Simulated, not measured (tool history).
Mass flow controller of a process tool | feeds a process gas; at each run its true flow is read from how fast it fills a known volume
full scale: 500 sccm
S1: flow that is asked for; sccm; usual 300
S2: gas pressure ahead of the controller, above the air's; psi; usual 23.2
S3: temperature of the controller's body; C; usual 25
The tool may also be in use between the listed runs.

run 1 hour=0.0 | S1=300 S2=23.2 S3=25 | true_flow_(%)=99.34
run 2 hour=217.6 | S1=300 S2=23.2 S3=25 | true_flow_(%)=99.34
run 3 hour=506.0 | S1=300 S2=23.2 S3=25 | true_flow_(%)=99.36
run 4 hour=710.6 | S1=300 S2=23.2 S3=25 | true_flow_(%)=99.37
run 5 hour=861.6 | S1=300 S2=23.2 S3=25 | true_flow_(%)=99.34
run 6 hour=1190.0 | S1=300 S2=23.2 S3=25 | true_flow_(%)=99.41
run 7 hour=1421.6 | S1=300 S2=23.2 S3=25 | true_flow_(%)=99.41
run 8 hour=1565.6 | S1=300 S2=23.2 S3=25 | true_flow_(%)=99.44
run 9 hour=1739.6 | S1=300 S2=23.2 S3=25 | true_flow_(%)=99.49
run 10 hour=2007.8 | S1=300 S2=23.2 S3=25 | true_flow_(%)=99.45
run 11 hour=2201.2 | S1=300 S2=23.2 S3=25 | true_flow_(%)=99.49
run 12 hour=2473.3 | S1=300 S2=23.2 S3=25 | true_flow_(%)=99.55
run 13 hour=2659.8 | S1=300 S2=23.2 S3=25 | true_flow_(%)=99.41
run 14 hour=2957.2 | S1=105 S2=23.2 S3=25 | true_flow_(%)=100.85
run 15 hour=3139.2 | S1=105 S2=23.2 S3=25 | true_flow_(%)=101.00
run 16 hour=3410.0 | S1=105 S2=23.2 S3=25 | true_flow_(%)=101.07
run 17 hour=3563.0 | S1=52 S2=23.2 S3=25 | true_flow_(%)=104.18
run 18 hour=3744.1 | S1=52 S2=23.2 S3=25 | true_flow_(%)=104.26
run 19 hour=4055.9 | S1=52 S2=23.2 S3=25 | true_flow_(%)=104.58
run 20 hour=4365.8 | S1=272 S2=21.8 S3=33 | true_flow_(%)=99.80
run 21 hour=4593.5 | S1=187 S2=28.3 S3=29 | true_flow_(%)=100.26
run 22 hour=4731.3 | S1=187 S2=28.3 S3=29 | true_flow_(%)=100.36
run 23 hour=4904.6 | S1=58 S2=26.5 S3=21 | true_flow_(%)=104.37

3 ways to go on from here, each from the tool as it stands after run 23. What would each give?
run A hour=5185.1 | S1=137 S2=26.5 S3=21 | true_flow_(%)=?
run B hour=5185.1 | S1=115 S2=23.2 S3=29 | true_flow_(%)=?
run C hour=5185.1 | S1=144 S2=24.9 S3=32 | true_flow_(%)=?

run=A true_flow_(%)=100.83
run=B true_flow_(%)=101.42
run=C true_flow_(%)=100.97
Without the tool's hidden state the same runs would have given:
run=A true_flow_(%)=98.91
run=B true_flow_(%)=98.95
run=C true_flow_(%)=99.19

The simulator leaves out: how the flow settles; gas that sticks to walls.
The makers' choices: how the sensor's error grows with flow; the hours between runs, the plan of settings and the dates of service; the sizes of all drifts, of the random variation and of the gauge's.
